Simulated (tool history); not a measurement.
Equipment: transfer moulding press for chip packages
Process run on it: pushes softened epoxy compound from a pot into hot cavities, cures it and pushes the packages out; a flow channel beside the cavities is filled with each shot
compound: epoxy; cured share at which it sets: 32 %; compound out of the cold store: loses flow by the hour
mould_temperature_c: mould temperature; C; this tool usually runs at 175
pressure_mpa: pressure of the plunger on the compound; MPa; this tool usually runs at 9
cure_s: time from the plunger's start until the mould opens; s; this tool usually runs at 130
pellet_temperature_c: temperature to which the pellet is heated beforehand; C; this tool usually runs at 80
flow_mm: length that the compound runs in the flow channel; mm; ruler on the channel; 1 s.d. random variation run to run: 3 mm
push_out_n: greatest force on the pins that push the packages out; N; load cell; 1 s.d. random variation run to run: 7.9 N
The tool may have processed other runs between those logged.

run,hour,mould_temperature_c,pressure_mpa,cure_s,pellet_temperature_c,incoming compound's hours out of the cold store,flow_mm,push_out_n
1,0,175,9,130,80,40.8,538,395
2,6.3,175,9,130,80,16.3,601,422
3,10.2,175,9,130,80,32.5,554,439
4,18.9,175,10.39,130,80,36.2,587,465
5,28,175,10.39,130,80,33.7,591,503
6,36.9,175,10.39,130,80,12.5,647,537
7,41.2,175,10.39,130,80,27.2,603,538
# hour 49.4: cavities cleaned with cleaning compound and waxed
8,50.8,175,7.31,130,80,26,513,399
9,57.5,175,7.31,130,80,45.5,469,417
10,62.6,175,7.31,130,80,42.5,471,433
11,68.7,175,7.31,130,80,8.9,556,477
12,75,175,7.31,130,80,43.4,465,492
13,84.3,175,8.11,130,80,15.9,561,503
14,92.1,175,8.11,130,80,31.9,519,516
# hour 98.4: cavities cleaned with cleaning compound and waxed
15,100.6,175,8.11,130,80,32.8,513,409
16,105.7,171,9,130,80,14.6,611,543
# hour 108.1: mould's thermocouples calibrated
17,112.7,182,7,111,82,43.9,434,407
18,116.6,167,7.1,159,71,33.2,510,533
19,123.1,167,8.77,159,71,30.1,570,561
20,131,175,9.59,130,74,32.8,554,513
# hour 133.8: mould's thermocouples calibrated, once more
21,137.2,172,9.93,115,90,43.1,551,715
22,145.7,176,9.93,161,90,26.7,576,482
# hour 151.4: cavities cleaned with cleaning compound and waxed
23,151.4,176,9.93,161,90,14.8,614,353
# hour 155.9: plunger's sealing rings changed
24,159,175,8.04,130,80,42.7,547,413
25,162.8,181,7.59,130,84,29.9,537,389
26,167.7,175,9.07,130,80,23.9,625,459
27,175.6,175,9.07,130,80,27,622,462

For run 28, what comes out?
28,182,175,9.07,130,80,20.2,?,?

{"run 28": {"flow_mm": 636, "push_out_n": 500}}
Take away the tool's hidden state, keep the run-to-run variation as it was, and the same run would have given flow_mm 641 mm, push_out_n 395 N.
